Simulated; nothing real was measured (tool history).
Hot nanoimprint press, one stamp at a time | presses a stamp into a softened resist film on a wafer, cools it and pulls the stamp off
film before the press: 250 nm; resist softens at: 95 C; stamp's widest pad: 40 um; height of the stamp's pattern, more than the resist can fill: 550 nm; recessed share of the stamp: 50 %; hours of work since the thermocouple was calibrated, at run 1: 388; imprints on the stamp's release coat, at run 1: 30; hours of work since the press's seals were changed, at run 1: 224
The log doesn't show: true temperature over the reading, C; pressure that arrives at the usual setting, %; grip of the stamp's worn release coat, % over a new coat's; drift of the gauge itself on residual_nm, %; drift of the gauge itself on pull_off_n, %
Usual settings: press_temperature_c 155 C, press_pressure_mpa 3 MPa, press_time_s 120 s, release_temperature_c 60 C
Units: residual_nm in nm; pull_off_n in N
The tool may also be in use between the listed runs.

run,day,press_temperature_c,press_pressure_mpa,press_time_s,release_temperature_c,hours of work since the thermocouple was calibrated,imprints on the stamp's release coat,hours of work since the press's seals were changed,residual_nm,pull_off_n
1,0,155,3,120,60,388,30,224,100.1,144
2,0.55,163,3,120,60,394,72,230,73.6,146
3,1.188,155,3,120,60,400,121,236,100.4,146
4,1.708,155,3,120,60,405,161,241,99.9,141
5,2.558,155,3,120,60,414,226,250,99.9,149
6,3.038,155,3,120,60,419,263,255,99.9,152
7,3.604,155,3,120,60,425,306,260,100.2,150
8,4.1,155,3,120,60,430,344,265,99.8,151
# day 4.617: plate thermocouple calibrated
9,4.938,155,3,120,60,3,399,273,99.2,155
10,5.838,155,3,120,60,12,468,282,98.7,159
11,6.438,155,3.1,120,60,18,514,288,97.2,148
12,7.058,155,3.1,120,60,25,562,294,97.8,157
13,8.075,155,3.1,120,60,35,640,304,97.3,161
# day 9.142: plate thermocouple calibrated, once more
14,9.346,155,3,120,60,2,728,316,104,166
15,10.121,155,3,120,60,10,787,324,104.2,170
16,10.942,155,3,120,60,18,850,332,103.9,171
17,11.692,155,3,120,60,26,908,340,104.1,170
# day 12.117: stamp cleaned and given a new release coat
18,12.671,155,3,120,60,33,43,347,103.7,145
19,13.454,153,1.99,120,66,41,103,355,131.6,130
20,14.325,152,2.68,120,46,50,169,364,121.5,196
21,15.1,152,2.68,120,46,58,229,371,121.8,192
22,15.617,152,2.68,120,46,63,268,377,120.9,198
23,16.217,152,2.68,120,46,69,314,383,121.5,197
24,17.158,160,2.94,81,56,78,387,392,102.3,173
25,18.3,152,3.08,108,58,90,474,404,119.9,170

Run 26 comes next. What will it give?
26,19.408,158,2.25,213,66,101,559,415,?,?

Run 26 gave residual_nm 81.4 nm, pull_off_n 144 N.
Without the tool's hidden state the same run would have given residual_nm 81 nm, pull_off_n 129 N.

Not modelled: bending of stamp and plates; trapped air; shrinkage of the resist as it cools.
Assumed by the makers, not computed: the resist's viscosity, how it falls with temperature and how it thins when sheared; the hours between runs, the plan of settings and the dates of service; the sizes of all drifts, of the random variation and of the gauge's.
